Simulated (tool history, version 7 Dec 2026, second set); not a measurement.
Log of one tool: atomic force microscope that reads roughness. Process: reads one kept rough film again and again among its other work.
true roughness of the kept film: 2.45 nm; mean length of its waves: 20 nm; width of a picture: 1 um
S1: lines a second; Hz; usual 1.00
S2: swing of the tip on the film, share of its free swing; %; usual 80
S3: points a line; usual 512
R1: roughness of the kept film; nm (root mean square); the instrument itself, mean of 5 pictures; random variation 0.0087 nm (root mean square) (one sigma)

{"run": 1, "hour": 0.0, "S1": 1.0, "S2": 80, "S3": 512, "R1": 1.78}
{"run": 2, "hour": 5.7, "S1": 1.0, "S2": 80, "S3": 283, "R1": 1.717}
{"run": 3, "hour": 11.4, "S1": 1.0, "S2": 80, "S3": 283, "R1": 1.707}
{"run": 4, "hour": 20.8, "S1": 1.0, "S2": 80, "S3": 270, "R1": 1.673}
{"run": 5, "hour": 32.0, "S1": 1.0, "S2": 80, "S3": 512, "R1": 1.709}
{"run": 6, "hour": 43.1, "S1": 1.0, "S2": 80, "S3": 512, "R1": 1.688}
{"run": 7, "hour": 50.2, "S1": 1.0, "S2": 80, "S3": 387, "R1": 1.679}
{"run": 8, "hour": 59.7, "S1": 1.0, "S2": 80, "S3": 387, "R1": 1.647}
{"hour": 65.1, "done": "new tip fitted"}
{"run": 9, "hour": 67.1, "S1": 2.3, "S2": 80, "S3": 512, "R1": 1.694}
{"run": 10, "hour": 76.8, "S1": 2.3, "S2": 80, "S3": 512, "R1": 1.666}
{"run": 11, "hour": 87.6, "S1": 2.3, "S2": 69, "S3": 512, "R1": 1.827}
{"run": 12, "hour": 94.3, "S1": 1.0, "S2": 80, "S3": 512, "R1": 1.866}
{"run": 13, "hour": 106.1, "S1": 1.0, "S2": 80, "S3": 512, "R1": 1.839}
{"run": 14, "hour": 111.9, "S1": 1.0, "S2": 80, "S3": 512, "R1": 1.825}
{"run": 15, "hour": 121.9, "S1": 1.0, "S2": 70, "S3": 512, "R1": 1.883}
{"run": 16, "hour": 130.5, "S1": 1.0, "S2": 70, "S3": 512, "R1": 1.87}
{"run": 17, "hour": 138.4, "S1": 1.0, "S2": 80, "S3": 512, "R1": 1.762}
{"run": 18, "hour": 146.9, "S1": 1.0, "S2": 76, "S3": 512, "R1": 1.788}
{"run": 19, "hour": 155.5, "S1": 1.0, "S2": 76, "S3": 512, "R1": 1.761}
{"run": 20, "hour": 167.0, "S1": 1.0, "S2": 80, "S3": 512, "R1": 1.715}
{"run": 21, "hour": 176.0, "S1": 1.0, "S2": 80, "S3": 512, "R1": 1.699}
{"run": 22, "hour": 183.6, "S1": 1.0, "S2": 80, "S3": 512, "R1": 1.677}
{"run": 23, "hour": 190.5, "S1": 1.0, "S2": 80, "S3": 640, "R1": 1.688}
{"run": 24, "hour": 197.5, "S1": 1.0, "S2": 80, "S3": 640, "R1": 1.667}
{"run": 25, "hour": 207.3, "S1": 1.0, "S2": 80, "S3": 640, "R1": 1.646}
{"hour": 208.6, "done": "new tip fitted"}
{"hour": 209.6, "done": "height scale calibrated on a step standard"}
{"run": 26, "hour": 217.0, "S1": 1.0, "S2": 80, "S3": 640, "R1": 1.899}
{"run": 27, "hour": 223.6, "S1": 1.0, "S2": 80, "S3": 640, "R1": 1.895}
{"run": 28, "hour": 234.2, "S1": 1.0, "S2": 60, "S3": 512, "R1": 1.985}
{"run": 29, "hour": 246.1, "S1": 1.68, "S2": 70, "S3": 512, "R1": 1.828}
{"hour": 250.4, "done": "height scale calibrated on a step standard, once more"}
{"run": 30, "hour": 253.2, "S1": 1.02, "S2": 72, "S3": 355, "R1": 1.87}
{"run": 31, "hour": 262.9, "S1": 0.81, "S2": 57, "S3": 884, "R1": 1.986}
{"run": 32, "hour": 268.6, "S1": 3.07, "S2": 82, "S3": 884, "R1": 1.458}
{"run": 33, "hour": 280.7, "S1": 3.96, "S2": 80, "S3": 491, "R1": 1.36}
{"run": 34, "hour": 290.9, "S1": 1.32, "S2": 77, "S3": 491, "R1": 1.731}
{"run": 35, "hour": 300.0, "S1": 1.0, "S2": 85, "S3": 608, "R1": 1.702}
{"run": 36, "hour": 305.8, "S1": 1.0, "S2": 73, "S3": 861, "R1": 1.81}
{"run": 37, "hour": 317.9, "S1": 1.0, "S2": 80, "S3": 738, "R1": 1.719}
{"run": 38, "hour": 322.9, "S1": 0.58, "S2": 89, "S3": 725, "R1": 1.739}
{"run": 39, "hour": 333.8, "S1": 0.58, "S2": 89, "S3": 725, "R1": 1.723}
{"run": 40, "hour": 340.8, "S1": 3.35, "S2": 56, "S3": 512, "R1": 1.702}
{"run": 41, "hour": 352.1, "S1": 2.2, "S2": 55, "S3": 324, "R1": 1.731}
{"hour": 353.7, "done": "new tip fitted"}
{"run": 42, "hour": 359.4, "S1": 1.31, "S2": 80, "S3": 512, "R1": 1.874}
{"run": 43, "hour": 368.6, "S1": 1.0, "S2": 87, "S3": 420, "R1": 1.814}
{"run": 44, "hour": 379.2, "S1": 3.54, "S2": 57, "S3": 999, "R1": 1.902}
{"run": 45, "hour": 391.3, "S1": 1.42, "S2": 58, "S3": 512, "R1": 1.987}
{"run": 46, "hour": 396.1, "S1": 1.0, "S2": 83, "S3": 313, "R1": 1.77}
{"run": 47, "hour": 405.3, "S1": 1.88, "S2": 62, "S3": 474, "R1": 1.894}
{"run": 48, "hour": 411.0, "S1": 0.65, "S2": 87, "S3": 291, "R1": 1.803}
{"run": 49, "hour": 420.1, "S1": 1.0, "S2": 66, "S3": 679, "R1": 1.887}
{"run": 50, "hour": 430.0, "S1": 3.76, "S2": 63, "S3": 916, "R1": 1.706}
{"run": 51, "hour": 438.7, "S1": 1.42, "S2": 89, "S3": 345, "R1": 1.557}
{"run": 52, "hour": 444.1, "S1": 1.42, "S2": 89, "S3": 345, "R1": 1.545}

The next listed run, before its measurement:
{"run": 53, "hour": 456.2, "S1": 0.82, "S2": 65, "S3": 566, "R1": "?"}

{"run 53": {"R1": 1.867}}
Without the tool's hidden state the same run would have given R1 2.088 nm (root mean square).

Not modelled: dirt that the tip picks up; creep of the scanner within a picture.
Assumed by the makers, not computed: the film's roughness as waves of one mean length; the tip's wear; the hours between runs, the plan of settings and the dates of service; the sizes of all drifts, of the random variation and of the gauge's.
